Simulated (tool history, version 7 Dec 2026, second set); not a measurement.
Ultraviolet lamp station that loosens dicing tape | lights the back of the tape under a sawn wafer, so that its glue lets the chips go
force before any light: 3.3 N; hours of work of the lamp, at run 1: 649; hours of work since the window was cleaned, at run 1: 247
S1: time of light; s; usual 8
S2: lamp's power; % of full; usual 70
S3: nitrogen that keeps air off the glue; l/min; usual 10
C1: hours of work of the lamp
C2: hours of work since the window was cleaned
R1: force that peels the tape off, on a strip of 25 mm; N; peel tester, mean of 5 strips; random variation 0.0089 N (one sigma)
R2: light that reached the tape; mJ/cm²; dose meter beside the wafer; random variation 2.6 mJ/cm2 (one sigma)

| run | hour | S1 | S2 | S3 | C1 | C2 | R1 | R2 |
|---|---|---|---|---|---|---|---|---|
| 1 | 0.0 | 8 | 70 | 10 | 649 | 247 | 0.361 | 352 |
| 2 | 22.7 | 8 | 70 | 10 | 665 | 264 | 0.370 | 347 |
| 3 | 66.7 | 8 | 70 | 10 | 697 | 296 | 0.359 | 345 |
| 4 | 102.1 | 9 | 70 | 10 | 723 | 321 | 0.266 | 389 |
| 5 | 127.5 | 9 | 70 | 10 | 742 | 340 | 0.291 | 392 |
| 6 | 174.7 | 8 | 70 | 4 | 776 | 374 | 0.651 | 347 |
| 7 | 215.9 | 8 | 70 | 7 | 806 | 404 | 0.453 | 345 |
| 8 | 256.2 | 8 | 70 | 7 | 835 | 434 | 0.460 | 343 |
|  | 272.1 | window cleaned of glue's vapour |
| 9 | 281.4 | 8 | 70 | 10 | 853 | 7 | 0.356 | 342 |
| 10 | 307.1 | 8 | 70 | 10 | 872 | 25 | 0.367 | 345 |
| 11 | 339.2 | 8 | 70 | 4 | 895 | 49 | 0.643 | 346 |
| 12 | 387.9 | 8 | 70 | 10 | 931 | 84 | 0.371 | 342 |
| 13 | 426.1 | 8 | 70 | 10 | 958 | 112 | 0.385 | 347 |
| 14 | 456.2 | 8 | 70 | 10 | 980 | 134 | 0.378 | 343 |
| 15 | 504.8 | 8 | 84 | 10 | 1016 | 169 | 0.251 | 415 |
| 16 | 555.1 | 8 | 90 | 10 | 1052 | 206 | 0.221 | 438 |
| 17 | 599.4 | 8 | 73 | 10 | 1084 | 238 | 0.334 | 358 |
| 18 | 626.3 | 8 | 73 | 10 | 1104 | 258 | 0.334 | 361 |
| 19 | 651.5 | 8 | 69 | 10 | 1122 | 276 | 0.371 | 339 |
| 20 | 683.9 | 8 | 69 | 10 | 1146 | 299 | 0.376 | 339 |
| 21 | 707.2 | 10 | 70 | 10 | 1163 | 316 | 0.240 | 437 |
| 22 | 761.8 | 10 | 70 | 10 | 1202 | 356 | 0.232 | 430 |
| 23 | 791.8 | 12 | 63 | 16 | 1224 | 378 | 0.160 | 466 |
| 24 | 819.5 | 12 | 63 | 16 | 1244 | 398 | 0.165 | 464 |
| 25 | 851.3 | 8 | 91 | 8 | 1268 | 421 | 0.259 | 448 |
| 26 | 875.9 | 8 | 91 | 8 | 1285 | 439 | 0.248 | 449 |
|  | 885.5 | window cleaned of glue's vapour |
| 27 | 926.5 | 8 | 91 | 8 | 1322 | 30 | 0.250 | 442 |
| 28 | 978.0 | 8 | 91 | 9 | 1359 | 67 | 0.227 | 450 |
| 29 | 1021.7 | 10 | 71 | 5 | 1391 | 99 | 0.364 | 436 |
| 30 | 1057.9 | 10 | 71 | 5 | 1417 | 125 | 0.369 | 436 |
| 31 | 1089.7 | 5 | 71 | 8 | 1440 | 148 | 0.832 | 221 |
| 32 | 1137.4 | 5 | 71 | 8 | 1475 | 183 | 0.852 | 220 |
|  | 1145.8 | lamp changed |
| 33 | 1180.7 | 11 | 83 | 5 | 25 | 214 | 0.231 | 564 |
| 34 | 1211.4 | 4 | 91 | 10 | 48 | 236 | 0.743 | 223 |
| 35 | 1251.6 | 4 | 91 | 10 | 77 | 265 | 0.738 | 221 |
| 36 | 1286.2 | 4 | 91 | 10 | 102 | 291 | 0.765 | 223 |
| 37 | 1328.5 | 7 | 92 | 17 | 133 | 321 | 0.203 | 400 |
| 38 | 1353.2 | 14 | 96 | 10 | 151 | 339 | 0.087 | 830 |
| 39 | 1392.5 | 14 | 69 | 10 | 179 | 368 | 0.125 | 593 |
| 40 | 1415.6 | 9 | 78 | 4 | 196 | 385 | 0.441 | 431 |
| 41 | 1460.7 | 8 | 68 | 17 | 229 | 417 | 0.296 | 340 |
| 42 | 1494.8 | 4 | 68 | 5 | 254 | 442 | 1.298 | 172 |
|  | 1500.0 | window cleaned of glue's vapour |
| 43 | 1519.8 | 4 | 68 | 5 | 272 | 14 | 1.398 | 168 |

How the hidden state differs across the entries between the runs, from the last listed run before each to the first after it:
Between runs 8 and 9: window cleaned of glue's vapour (hour 272.1)
  light that the window lets through, % of a clean one's: 99.9 -> 100
Between runs 26 and 27: window cleaned of glue's vapour (hour 885.5)
  light that the window lets through, % of a clean one's: 99.9 -> 100
Between runs 32 and 33: lamp changed (hour 1145.8)
  lamp's light, % of a new lamp's: 99.8 -> 100
Between runs 42 and 43: window cleaned of glue's vapour (hour 1500.0)
  light that the window lets through, % of a clean one's: 99.9 -> 100
